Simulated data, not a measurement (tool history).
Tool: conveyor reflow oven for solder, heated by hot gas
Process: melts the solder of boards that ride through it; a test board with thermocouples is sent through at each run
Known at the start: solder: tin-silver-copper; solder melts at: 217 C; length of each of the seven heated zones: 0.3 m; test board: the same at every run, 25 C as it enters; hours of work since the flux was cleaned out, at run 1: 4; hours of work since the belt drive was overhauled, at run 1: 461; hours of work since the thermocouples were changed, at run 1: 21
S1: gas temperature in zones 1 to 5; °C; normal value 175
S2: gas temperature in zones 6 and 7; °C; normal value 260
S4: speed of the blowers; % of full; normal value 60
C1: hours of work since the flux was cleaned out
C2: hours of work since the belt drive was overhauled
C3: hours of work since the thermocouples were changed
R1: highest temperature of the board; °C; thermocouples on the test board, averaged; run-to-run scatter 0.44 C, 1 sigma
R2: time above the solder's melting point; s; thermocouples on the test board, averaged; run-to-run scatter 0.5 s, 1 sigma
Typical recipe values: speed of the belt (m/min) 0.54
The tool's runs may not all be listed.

Run 1, day 0: usual settings; C1 4; C2 461; C3 21. Result: R1 240 °C, R2 39.8 s.
Run 2, day 0.808: usual settings; C1 17; C2 474; C3 34. Result: R1 239.9 °C, R2 39.2 s.
Run 3, day 1.408: usual settings; C1 27; C2 483; C3 44. Result: R1 240.9 °C, R2 40 s.
Run 4, day 1.975: usual settings; C1 36; C2 493; C3 53. Result: R1 240.5 °C, R2 41.6 s.
Run 5, day 2.433: usual settings but S4 70 % of full; C1 44; C2 500; C3 61. Result: R1 242 °C, R2 42.1 s.
Run 6, day 2.896: usual settings but S2 265 °C, S4 70 % of full; C1 51; C2 508; C3 68. Result: R1 246.1 °C, R2 46.1 s.
Run 7, day 3.583: usual settings but speed of the belt (m/min) 0.439; C1 62; C2 519; C3 79. Result: R1 246 °C, R2 58.5 s.
Run 8, day 4.417: usual settings but speed of the belt (m/min) 0.501; C1 76; C2 532; C3 93. Result: R1 242.5 °C, R2 46.7 s.
Run 9, day 5.15: usual settings; C1 88; C2 544; C3 105. Result: R1 239.5 °C, R2 38.6 s.
Run 10, day 5.958: usual settings; C1 101; C2 557; C3 118. Result: R1 239.1 °C, R2 39.4 s.
Run 11, day 6.625: usual settings; C1 112; C2 568; C3 129. Result: R1 239.4 °C, R2 40 s.
Run 12, day 7.104: usual settings; C1 119; C2 576; C3 137. Result: R1 239.7 °C, R2 39.4 s.
Run 13, day 7.804: usual settings but S1 187 °C; C1 131; C2 587; C3 148. Result: R1 242.3 °C, R2 46 s.
Run 14, day 8.608: usual settings but S1 187 °C; C1 144; C2 600; C3 161. Result: R1 241.8 °C, R2 46.5 s.
Run 15, day 9.179: usual settings but S1 187 °C; C1 153; C2 609; C3 170. Result: R1 242.1 °C, R2 45.8 s.
Run 16, day 9.904: usual settings but S1 169 °C; C1 165; C2 621; C3 182. Result: R1 238.5 °C, R2 36 s.
Run 17, day 10.492: usual settings but S1 164 °C, speed of the belt (m/min) 0.643; C1 174; C2 631; C3 191. Result: R1 229.1 °C, R2 18.5 s.
Run 18, day 10.842: usual settings but speed of the belt (m/min) 0.513, S4 86 % of full; C1 180; C2 636; C3 197. Result: R1 245.6 °C, R2 48.8 s.
Run 19, day 11.304: usual settings but speed of the belt (m/min) 0.513, S4 86 % of full; C1 187; C2 644; C3 205. Result: R1 246.2 °C, R2 49.1 s.
Run 20, day 12.029: usual settings but speed of the belt (m/min) 0.443, S4 67 % of full; C1 199; C2 656; C3 216. Result: R1 246.6 °C, R2 57.5 s.
Run 21, day 12.625: usual settings but S2 262 °C, speed of the belt (m/min) 0.594, S4 67 % of full; C1 209; C2 665; C3 226. Result: R1 238.9 °C, R2 35.2 s.
Run 22, day 13.358: usual settings but S1 176 °C, speed of the belt (m/min) 0.57; C1 221; C2 677; C3 238. Result: R1 236.9 °C, R2 34 s.
Run 23, day 13.908: usual settings but S1 188 °C, S2 262 °C, speed of the belt (m/min) 0.463; C1 230; C2 686; C3 247. Result: R1 247.8 °C, R2 61.6 s.
Run 24, day 14.246: usual settings but S1 165 °C, S2 265 °C, speed of the belt (m/min) 0.609, S4 87 % of full; C1 235; C2 692; C3 252. Result: R1 242.5 °C, R2 35.3 s.
Run 25, day 14.667: usual settings but S1 165 °C, S2 265 °C, speed of the belt (m/min) 0.609, S4 87 % of full; C1 242; C2 698; C3 259. Result: R1 242.2 °C, R2 35.6 s.
Run 26, day 15.138: usual settings but S1 165 °C, S2 265 °C, speed of the belt (m/min) 0.609, S4 87 % of full; C1 250; C2 706; C3 267. Result: R1 242.3 °C, R2 34 s.
At day 15.621: flux residue cleaned out of gas plates and filters.
Run 27, day 15.896: usual settings but speed of the belt (m/min) 0.588; C1 4; C2 715; C3 276. Result: R1 236.7 °C, R2 33 s.
Run 28, day 16.254: usual settings but speed of the belt (m/min) 0.588; C1 10; C2 721; C3 281. Result: R1 236.8 °C, R2 32.3 s.
Run 29, day 16.604: usual settings but S1 171 °C, S2 266 °C, speed of the belt (m/min) 0.588, S4 88 % of full; C1 16; C2 726; C3 287. Result: R1 247.7 °C, R2 42.6 s.
Run 30, day 17.383: usual settings but S1 190 °C, S2 256 °C, S4 66 % of full; C1 29; C2 739; C3 300. Result: R1 241.1 °C, R2 48.2 s.
Run 31, day 18.05: usual settings but S1 164 °C; C1 39; C2 750; C3 311. Result: R1 237.1 °C, R2 33.4 s.

Same runs, no hidden state in the tool, same run-to-run variation:
The hidden state here: heat that the gas passes to the board, % of a clean oven's; belt's true speed, % of the reading; true gas temperature in zones 6 and 7 over the reading, C; drift of the gauge itself on peak_c, C; drift of the gauge itself on liquid_s, %.
run     R1    R2
  1  239.7  39.3
  2  239.8  38.8
  3  240.9  39.7
  4  240.5  41.4
  5  242.1    42
  6  246.3    46
  7  246.2  58.3
  8  242.7  46.8
  9  239.9  38.8
 10  239.6  39.7
 11    240  40.4
 12  240.3  39.9
 13  242.9  46.5
 14  242.5    47
 15  242.9  46.5
 16  239.6    37
 17  230.5    20
 18  246.8  49.7
 19  247.4  50.1
 20  247.7  58.3
 21  240.4  36.6
 22  238.4  35.5
 23    249  62.4
 24  244.6    37
 25  244.4  37.4
 26  244.6  35.8
 27  236.8  32.7
 28  236.9  32.1
 29  247.9  42.4
 30  241.4    48
 31  237.5  33.5

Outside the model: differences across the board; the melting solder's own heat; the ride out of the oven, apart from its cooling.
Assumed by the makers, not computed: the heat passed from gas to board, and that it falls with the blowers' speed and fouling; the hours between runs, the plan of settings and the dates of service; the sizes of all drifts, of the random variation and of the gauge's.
